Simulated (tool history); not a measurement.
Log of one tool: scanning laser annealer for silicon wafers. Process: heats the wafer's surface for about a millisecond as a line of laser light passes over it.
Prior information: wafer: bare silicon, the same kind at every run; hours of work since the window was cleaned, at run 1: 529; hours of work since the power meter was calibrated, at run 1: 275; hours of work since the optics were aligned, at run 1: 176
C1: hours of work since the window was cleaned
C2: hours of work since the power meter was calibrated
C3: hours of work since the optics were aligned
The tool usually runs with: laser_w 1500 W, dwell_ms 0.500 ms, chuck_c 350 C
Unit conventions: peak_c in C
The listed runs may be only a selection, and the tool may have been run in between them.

{"run": 1, "hour": 0.0, "laser_w": 1500, "dwell_ms": 0.5, "chuck_c": 350, "C1": 529, "C2": 275, "C3": 176, "peak_c": 1023}
{"run": 2, "hour": 16.0, "laser_w": 1500, "dwell_ms": 0.5, "chuck_c": 350, "C1": 539, "C2": 286, "C3": 187, "peak_c": 1024}
{"run": 3, "hour": 38.6, "laser_w": 1500, "dwell_ms": 0.5, "chuck_c": 350, "C1": 554, "C2": 300, "C3": 202, "peak_c": 1024}
{"run": 4, "hour": 57.7, "laser_w": 1500, "dwell_ms": 0.5, "chuck_c": 350, "C1": 567, "C2": 313, "C3": 214, "peak_c": 1021}
{"run": 5, "hour": 73.8, "laser_w": 1500, "dwell_ms": 0.5, "chuck_c": 350, "C1": 577, "C2": 324, "C3": 225, "peak_c": 1019}
{"run": 6, "hour": 89.8, "laser_w": 1500, "dwell_ms": 0.5, "chuck_c": 350, "C1": 588, "C2": 334, "C3": 235, "peak_c": 1020}
{"run": 7, "hour": 111.0, "laser_w": 1500, "dwell_ms": 0.5, "chuck_c": 350, "C1": 602, "C2": 348, "C3": 249, "peak_c": 1022}
{"run": 8, "hour": 132.2, "laser_w": 1500, "dwell_ms": 0.5, "chuck_c": 350, "C1": 616, "C2": 362, "C3": 263, "peak_c": 1015}
{"run": 9, "hour": 154.4, "laser_w": 1500, "dwell_ms": 0.5, "chuck_c": 350, "C1": 630, "C2": 377, "C3": 278, "peak_c": 1015}
{"run": 10, "hour": 170.7, "laser_w": 1500, "dwell_ms": 0.5, "chuck_c": 350, "C1": 641, "C2": 387, "C3": 289, "peak_c": 1014}
{"run": 11, "hour": 184.9, "laser_w": 1500, "dwell_ms": 0.5, "chuck_c": 350, "C1": 650, "C2": 397, "C3": 298, "peak_c": 1017}
{"run": 12, "hour": 199.8, "laser_w": 1500, "dwell_ms": 0.5, "chuck_c": 350, "C1": 660, "C2": 406, "C3": 308, "peak_c": 1012}
{"run": 13, "hour": 221.5, "laser_w": 1403, "dwell_ms": 0.5, "chuck_c": 350, "C1": 674, "C2": 421, "C3": 322, "peak_c": 966}
{"hour": 241.5, "done": "window over the wafer cleaned"}
{"run": 14, "hour": 245.5, "laser_w": 1403, "dwell_ms": 0.5, "chuck_c": 350, "C1": 3, "C2": 435, "C3": 337, "peak_c": 1001}
{"run": 15, "hour": 258.6, "laser_w": 1403, "dwell_ms": 0.5, "chuck_c": 350, "C1": 11, "C2": 444, "C3": 345, "peak_c": 998}
{"run": 16, "hour": 273.7, "laser_w": 1500, "dwell_ms": 0.5, "chuck_c": 350, "C1": 21, "C2": 454, "C3": 355, "peak_c": 1051}
{"run": 17, "hour": 297.8, "laser_w": 1500, "dwell_ms": 0.5, "chuck_c": 350, "C1": 37, "C2": 470, "C3": 371, "peak_c": 1049}
{"run": 18, "hour": 320.3, "laser_w": 1500, "dwell_ms": 0.589, "chuck_c": 350, "C1": 52, "C2": 484, "C3": 386, "peak_c": 1117}
{"run": 19, "hour": 339.4, "laser_w": 1429, "dwell_ms": 0.584, "chuck_c": 325, "C1": 64, "C2": 497, "C3": 398, "peak_c": 1044}
{"run": 20, "hour": 352.3, "laser_w": 1429, "dwell_ms": 0.414, "chuck_c": 378, "C1": 73, "C2": 505, "C3": 407, "peak_c": 970}
{"run": 21, "hour": 373.0, "laser_w": 1646, "dwell_ms": 0.55, "chuck_c": 319, "C1": 87, "C2": 519, "C3": 420, "peak_c": 1136}
{"run": 22, "hour": 384.0, "laser_w": 1305, "dwell_ms": 0.5, "chuck_c": 319, "C1": 94, "C2": 526, "C3": 428, "peak_c": 912}
{"run": 23, "hour": 401.4, "laser_w": 1516, "dwell_ms": 0.5, "chuck_c": 386, "C1": 105, "C2": 538, "C3": 439, "peak_c": 1086}
{"run": 24, "hour": 421.7, "laser_w": 1516, "dwell_ms": 0.5, "chuck_c": 386, "C1": 119, "C2": 551, "C3": 453, "peak_c": 1089}
{"run": 25, "hour": 436.0, "laser_w": 1500, "dwell_ms": 0.502, "chuck_c": 350, "C1": 128, "C2": 560, "C3": 462, "peak_c": 1042}
{"run": 26, "hour": 455.4, "laser_w": 1620, "dwell_ms": 0.492, "chuck_c": 315, "C1": 141, "C2": 573, "C3": 475, "peak_c": 1063}
{"run": 27, "hour": 477.9, "laser_w": 1620, "dwell_ms": 0.492, "chuck_c": 315, "C1": 155, "C2": 588, "C3": 489, "peak_c": 1059}
{"run": 28, "hour": 490.7, "laser_w": 1473, "dwell_ms": 0.472, "chuck_c": 348, "C1": 164, "C2": 596, "C3": 498, "peak_c": 1000}
{"run": 29, "hour": 503.4, "laser_w": 1473, "dwell_ms": 0.472, "chuck_c": 348, "C1": 172, "C2": 605, "C3": 506, "peak_c": 997}
{"run": 30, "hour": 526.0, "laser_w": 1419, "dwell_ms": 0.472, "chuck_c": 326, "C1": 187, "C2": 620, "C3": 521, "peak_c": 951}
{"run": 31, "hour": 537.6, "laser_w": 1419, "dwell_ms": 0.472, "chuck_c": 326, "C1": 195, "C2": 627, "C3": 529, "peak_c": 949}
{"run": 32, "hour": 558.6, "laser_w": 1353, "dwell_ms": 0.357, "chuck_c": 369, "C1": 209, "C2": 641, "C3": 543, "peak_c": 873}
{"run": 33, "hour": 576.5, "laser_w": 1353, "dwell_ms": 0.357, "chuck_c": 369, "C1": 220, "C2": 653, "C3": 554, "peak_c": 877}
{"run": 34, "hour": 592.8, "laser_w": 1404, "dwell_ms": 0.473, "chuck_c": 350, "C1": 231, "C2": 664, "C3": 565, "peak_c": 966}
{"run": 35, "hour": 612.7, "laser_w": 1404, "dwell_ms": 0.473, "chuck_c": 350, "C1": 244, "C2": 677, "C3": 578, "peak_c": 964}

Entry by entry between the runs, the difference in hidden state between the last listed run before and the first listed run after:
In the gap between runs 13 and 14: window over the wafer cleaned (hour 241.5)
  light that passes the window, % of a clean one's: 94.95 -> 99.66; laser's true power over the reading, %: -0.04 -> -0.05; width of the line over the set one, %: 1.43 -> 1.48
  measured result minus the result with no hidden state, peak_c: -43 -> -8 C
